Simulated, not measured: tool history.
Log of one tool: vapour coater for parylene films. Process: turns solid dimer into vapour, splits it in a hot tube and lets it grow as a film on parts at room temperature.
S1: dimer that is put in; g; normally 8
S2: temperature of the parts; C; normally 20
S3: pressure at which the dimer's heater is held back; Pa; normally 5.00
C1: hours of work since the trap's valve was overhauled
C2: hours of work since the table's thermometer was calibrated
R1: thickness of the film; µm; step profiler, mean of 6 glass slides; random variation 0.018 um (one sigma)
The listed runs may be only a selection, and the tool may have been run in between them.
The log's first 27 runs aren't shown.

run    hour  S1  S2    S3   C1    C2    R1
 28  1437.9   5  24  5.00  172   431  0.66
 29  1503.6   8  29  2.82  216   475  0.96
 30  1571.1   5  19  4.58  261   520  0.81
 31  1621.2   5  19  4.58  295   554  0.86
 32  1652.5   7  14  2.09  316   575  1.68
 33  1722.7   5  20  5.00  363   622  0.76
     1738.7  -- trap's valve overhauled
 34  1774.1   8  18  4.00   24   654  1.50
 35  1823.5   8  23  6.82   57   687  1.09
 36  1892.7   8  23  6.82  103   733  1.02
 37  1965.2   8  14  5.00  152   782  1.65
 38  2003.7  11  12  7.59  178   808  2.24
 39  2036.1  11  12  7.59  200   830  2.23
 40  2073.5   6  12  7.59  225   855  1.22
 41  2123.3   8  31  2.95  258   888  0.85
 42  2167.6   8  31  2.95  288   918  0.83
 43  2204.8   6  31  4.02  313   943  0.59
 44  2267.3   6  31  4.02  355   985  0.54
     2297.1  -- trap's valve overhauled
 45  2342.8   3  22  5.00   31  1033  0.44
 46  2406.7   7  23  2.61   74  1076  1.13

Predict each of these 5 candidate next runs independently; none follows another, all start after run 46:
  A  2461.7   7  13  2.61  111  1113   ?
  B  2461.7   3  27  5.78  111  1113   ?
  C  2461.7   4  13  6.96  111  1113   ?
  D  2461.7   3  15  2.72  111  1113   ?
  E  2461.7   8  23  2.61  111  1113   ?

run    R1
  A  1.73
  B  0.34
  C  0.79
  D  0.69
  E  1.30
Stripped of hidden state, with their random variation kept, the same runs would have yielded:
run    R1
  A  1.88
  B  0.37
  C  0.85
  D  0.75
  E  1.41

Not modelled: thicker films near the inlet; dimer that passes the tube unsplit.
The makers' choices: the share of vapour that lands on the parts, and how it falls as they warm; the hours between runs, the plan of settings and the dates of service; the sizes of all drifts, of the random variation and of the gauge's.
